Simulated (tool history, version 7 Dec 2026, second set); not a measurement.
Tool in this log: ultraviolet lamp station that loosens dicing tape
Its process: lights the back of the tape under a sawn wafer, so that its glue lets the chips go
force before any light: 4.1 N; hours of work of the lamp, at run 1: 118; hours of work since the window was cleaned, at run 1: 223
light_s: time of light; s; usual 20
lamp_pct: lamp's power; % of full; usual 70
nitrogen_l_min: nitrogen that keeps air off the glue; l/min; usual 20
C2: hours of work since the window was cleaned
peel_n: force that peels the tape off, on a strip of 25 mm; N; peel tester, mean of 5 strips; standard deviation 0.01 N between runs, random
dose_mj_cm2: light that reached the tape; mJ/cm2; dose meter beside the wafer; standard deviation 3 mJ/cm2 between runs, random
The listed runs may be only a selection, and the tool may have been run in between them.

{"run": 1, "day": 0.0, "light_s": 20, "lamp_pct": 70, "nitrogen_l_min": 20, "hours of work of the lamp": 118, "C2": 223, "peel_n": 0.518, "dose_mj_cm2": 410}
{"run": 2, "day": 0.371, "light_s": 20, "lamp_pct": 97, "nitrogen_l_min": 20, "hours of work of the lamp": 123, "C2": 228, "peel_n": 0.28, "dose_mj_cm2": 565}
{"run": 3, "day": 0.621, "light_s": 20, "lamp_pct": 97, "nitrogen_l_min": 20, "hours of work of the lamp": 126, "C2": 232, "peel_n": 0.257, "dose_mj_cm2": 568}
{"run": 4, "day": 0.95, "light_s": 20, "lamp_pct": 70, "nitrogen_l_min": 20, "hours of work of the lamp": 131, "C2": 237, "peel_n": 0.54, "dose_mj_cm2": 407}
{"run": 5, "day": 1.188, "light_s": 20, "lamp_pct": 70, "nitrogen_l_min": 20, "hours of work of the lamp": 134, "C2": 240, "peel_n": 0.509, "dose_mj_cm2": 409}
{"run": 6, "day": 1.517, "light_s": 20, "lamp_pct": 70, "nitrogen_l_min": 20, "hours of work of the lamp": 139, "C2": 245, "peel_n": 0.533, "dose_mj_cm2": 403}
{"run": 7, "day": 1.708, "light_s": 20, "lamp_pct": 70, "nitrogen_l_min": 20, "hours of work of the lamp": 142, "C2": 247, "peel_n": 0.512, "dose_mj_cm2": 401}
{"run": 8, "day": 2.108, "light_s": 20, "lamp_pct": 70, "nitrogen_l_min": 20, "hours of work of the lamp": 147, "C2": 253, "peel_n": 0.537, "dose_mj_cm2": 416}
{"run": 9, "day": 2.504, "light_s": 20, "lamp_pct": 70, "nitrogen_l_min": 20, "hours of work of the lamp": 153, "C2": 259, "peel_n": 0.526, "dose_mj_cm2": 404}
{"run": 10, "day": 2.846, "light_s": 20, "lamp_pct": 70, "nitrogen_l_min": 20, "hours of work of the lamp": 158, "C2": 263, "peel_n": 0.53, "dose_mj_cm2": 402}
{"run": 11, "day": 3.158, "light_s": 20, "lamp_pct": 70, "nitrogen_l_min": 20, "hours of work of the lamp": 162, "C2": 268, "peel_n": 0.536, "dose_mj_cm2": 402}
{"run": 12, "day": 3.442, "light_s": 20, "lamp_pct": 70, "nitrogen_l_min": 20, "hours of work of the lamp": 166, "C2": 272, "peel_n": 0.542, "dose_mj_cm2": 403}
{"run": 13, "day": 3.779, "light_s": 20, "lamp_pct": 69, "nitrogen_l_min": 20, "hours of work of the lamp": 171, "C2": 277, "peel_n": 0.53, "dose_mj_cm2": 400}
{"run": 14, "day": 3.946, "light_s": 20, "lamp_pct": 69, "nitrogen_l_min": 20, "hours of work of the lamp": 173, "C2": 279, "peel_n": 0.543, "dose_mj_cm2": 397}
{"run": 15, "day": 4.133, "light_s": 20, "lamp_pct": 69, "nitrogen_l_min": 20, "hours of work of the lamp": 176, "C2": 282, "peel_n": 0.56, "dose_mj_cm2": 392}
{"run": 16, "day": 4.492, "light_s": 20, "lamp_pct": 69, "nitrogen_l_min": 20, "hours of work of the lamp": 181, "C2": 287, "peel_n": 0.524, "dose_mj_cm2": 396}
{"run": 17, "day": 4.692, "light_s": 24, "lamp_pct": 70, "nitrogen_l_min": 20, "hours of work of the lamp": 184, "C2": 289, "peel_n": 0.374, "dose_mj_cm2": 481}
{"run": 18, "day": 5.046, "light_s": 24, "lamp_pct": 70, "nitrogen_l_min": 20, "hours of work of the lamp": 189, "C2": 295, "peel_n": 0.384, "dose_mj_cm2": 478}
{"run": 19, "day": 5.221, "light_s": 24, "lamp_pct": 70, "nitrogen_l_min": 20, "hours of work of the lamp": 191, "C2": 297, "peel_n": 0.393, "dose_mj_cm2": 472}
{"run": 20, "day": 5.388, "light_s": 24, "lamp_pct": 70, "nitrogen_l_min": 20, "hours of work of the lamp": 194, "C2": 299, "peel_n": 0.376, "dose_mj_cm2": 479}
{"run": 21, "day": 5.621, "light_s": 20, "lamp_pct": 70, "nitrogen_l_min": 20, "hours of work of the lamp": 197, "C2": 303, "peel_n": 0.545, "dose_mj_cm2": 392}
{"run": 22, "day": 5.912, "light_s": 20, "lamp_pct": 70, "nitrogen_l_min": 20, "hours of work of the lamp": 201, "C2": 307, "peel_n": 0.565, "dose_mj_cm2": 394}
{"run": 23, "day": 6.238, "light_s": 14, "lamp_pct": 87, "nitrogen_l_min": 20, "hours of work of the lamp": 206, "C2": 311, "peel_n": 0.67, "dose_mj_cm2": 348}
{"run": 24, "day": 6.525, "light_s": 17, "lamp_pct": 70, "nitrogen_l_min": 24, "hours of work of the lamp": 210, "C2": 315, "peel_n": 0.648, "dose_mj_cm2": 332}
{"run": 25, "day": 6.929, "light_s": 11, "lamp_pct": 70, "nitrogen_l_min": 20, "hours of work of the lamp": 216, "C2": 321, "peel_n": 1.229, "dose_mj_cm2": 217}
{"day": 6.975, "done": "window cleaned of glue's vapour"}
{"run": 26, "day": 7.325, "light_s": 19, "lamp_pct": 70, "nitrogen_l_min": 14, "hours of work of the lamp": 221, "C2": 5, "peel_n": 0.797, "dose_mj_cm2": 365}
{"run": 27, "day": 7.525, "light_s": 16, "lamp_pct": 72, "nitrogen_l_min": 22, "hours of work of the lamp": 224, "C2": 8, "peel_n": 0.765, "dose_mj_cm2": 314}
{"run": 28, "day": 7.729, "light_s": 20, "lamp_pct": 70, "nitrogen_l_min": 36, "hours of work of the lamp": 227, "C2": 11, "peel_n": 0.414, "dose_mj_cm2": 378}
{"run": 29, "day": 8.012, "light_s": 34, "lamp_pct": 66, "nitrogen_l_min": 20, "hours of work of the lamp": 231, "C2": 15, "peel_n": 0.253, "dose_mj_cm2": 604}
{"run": 30, "day": 8.317, "light_s": 34, "lamp_pct": 66, "nitrogen_l_min": 20, "hours of work of the lamp": 235, "C2": 19, "peel_n": 0.252, "dose_mj_cm2": 599}
{"run": 31, "day": 8.692, "light_s": 34, "lamp_pct": 66, "nitrogen_l_min": 20, "hours of work of the lamp": 240, "C2": 24, "peel_n": 0.258, "dose_mj_cm2": 606}
{"day": 8.854, "done": "window cleaned of glue's vapour, once more"}
{"run": 32, "day": 9.083, "light_s": 18, "lamp_pct": 70, "nitrogen_l_min": 20, "hours of work of the lamp": 245, "C2": 3, "peel_n": 0.59, "dose_mj_cm2": 376}
{"run": 33, "day": 9.433, "light_s": 40, "lamp_pct": 66, "nitrogen_l_min": 8, "hours of work of the lamp": 250, "C2": 8, "peel_n": 0.283, "dose_mj_cm2": 784}
{"run": 34, "day": 9.762, "light_s": 40, "lamp_pct": 66, "nitrogen_l_min": 8, "hours of work of the lamp": 255, "C2": 13, "peel_n": 0.284, "dose_mj_cm2": 786}
{"run": 35, "day": 10.125, "light_s": 34, "lamp_pct": 78, "nitrogen_l_min": 10, "hours of work of the lamp": 260, "C2": 18, "peel_n": 0.251, "dose_mj_cm2": 788}
{"run": 36, "day": 10.367, "light_s": 19, "lamp_pct": 79, "nitrogen_l_min": 6, "hours of work of the lamp": 264, "C2": 21, "peel_n": 0.922, "dose_mj_cm2": 446}
{"run": 37, "day": 10.725, "light_s": 27, "lamp_pct": 77, "nitrogen_l_min": 14, "hours of work of the lamp": 269, "C2": 26, "peel_n": 0.312, "dose_mj_cm2": 621}
{"run": 38, "day": 11.092, "light_s": 24, "lamp_pct": 77, "nitrogen_l_min": 13, "hours of work of the lamp": 274, "C2": 32, "peel_n": 0.407, "dose_mj_cm2": 548}
{"run": 39, "day": 11.392, "light_s": 24, "lamp_pct": 77, "nitrogen_l_min": 13, "hours of work of the lamp": 278, "C2": 36, "peel_n": 0.386, "dose_mj_cm2": 544}
{"run": 40, "day": 11.788, "light_s": 28, "lamp_pct": 95, "nitrogen_l_min": 20, "hours of work of the lamp": 284, "C2": 42, "peel_n": 0.167, "dose_mj_cm2": 775}
{"run": 41, "day": 12.171, "light_s": 28, "lamp_pct": 95, "nitrogen_l_min": 20, "hours of work of the lamp": 289, "C2": 47, "peel_n": 0.154, "dose_mj_cm2": 778}
{"run": 42, "day": 12.558, "light_s": 20, "lamp_pct": 62, "nitrogen_l_min": 10, "hours of work of the lamp": 295, "C2": 52, "peel_n": 0.918, "dose_mj_cm2": 366}
{"run": 43, "day": 12.75, "light_s": 13, "lamp_pct": 70, "nitrogen_l_min": 21, "hours of work of the lamp": 297, "C2": 55, "peel_n": 0.991, "dose_mj_cm2": 267}

Hidden state at the last listed run before each entry between runs and at the first one after, where it differs:
Between runs 25 and 26: window cleaned of glue's vapour (day 6.975)
  lamp's light, % of a new lamp's: 95.1 -> 95; light that the window lets through, % of a clean one's: 93 -> 89.6
  the result without the hidden state subtracted from the measured one, peel_n: +0.163 -> +0.181 N; dose_mj_cm2: -28 -> -63 mJ/cm2
Between runs 31 and 32: window cleaned of glue's vapour, once more (day 8.854)
  lamp's light, % of a new lamp's: 94.7 -> 94.6; light that the window lets through, % of a clean one's: 89.2 -> 99.2
  the result without the hidden state subtracted from the measured one, peel_n: +0.066 -> +0.061 N; dose_mj_cm2: -111 -> -24 mJ/cm2
